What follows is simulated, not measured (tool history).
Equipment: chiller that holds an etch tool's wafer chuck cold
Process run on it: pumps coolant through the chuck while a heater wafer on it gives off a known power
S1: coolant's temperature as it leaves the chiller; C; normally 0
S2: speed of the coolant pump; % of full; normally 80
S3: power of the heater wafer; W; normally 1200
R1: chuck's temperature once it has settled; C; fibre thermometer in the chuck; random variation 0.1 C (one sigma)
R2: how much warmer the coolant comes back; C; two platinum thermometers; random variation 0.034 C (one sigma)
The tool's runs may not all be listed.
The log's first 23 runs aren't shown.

| run | hour | S1 | S2 | S3 | R1 | R2 |
|---|---|---|---|---|---|---|
|  | 601.2 | chiller's thermometer calibrated, once more |
| 24 | 634.2 | 2 | 90 | 925 | 10.9 | 3.60 |
| 25 | 664.1 | 2 | 90 | 925 | 11.1 | 3.55 |
| 26 | 690.9 | 0 | 96 | 925 | 8.7 | 3.34 |
| 27 | 726.9 | 0 | 96 | 925 | 8.6 | 3.27 |
| 28 | 756.9 | -1 | 96 | 925 | 7.7 | 3.35 |
| 29 | 778.9 | 6 | 68 | 1454 | 24.5 | 7.29 |
| 30 | 799.6 | 0 | 91 | 629 | 6.3 | 2.39 |
| 31 | 832.1 | 0 | 80 | 1390 | 15.6 | 5.99 |
| 32 | 849.3 | 8 | 99 | 822 | 15.5 | 2.91 |

3 options for the next run, each taken on its own from the tool as it stands now. Forecast them:
| A | 884.7 | 3 | 69 | 1003 | ? | ? |
| B | 884.7 | 8 | 91 | 1775 | ? | ? |
| C | 884.7 | 8 | 85 | 822 | ? | ? |

| run | R1 | R2 |
|---|---|---|
| A | 15.9 | 4.97 |
| B | 25.5 | 6.75 |
| C | 16.5 | 3.40 |
With no hidden state in the tool, these same runs would have given:
| run | R1 | R2 |
|---|---|---|
| A | 14.0 | 4.82 |
| B | 22.8 | 6.54 |
| C | 15.2 | 3.30 |
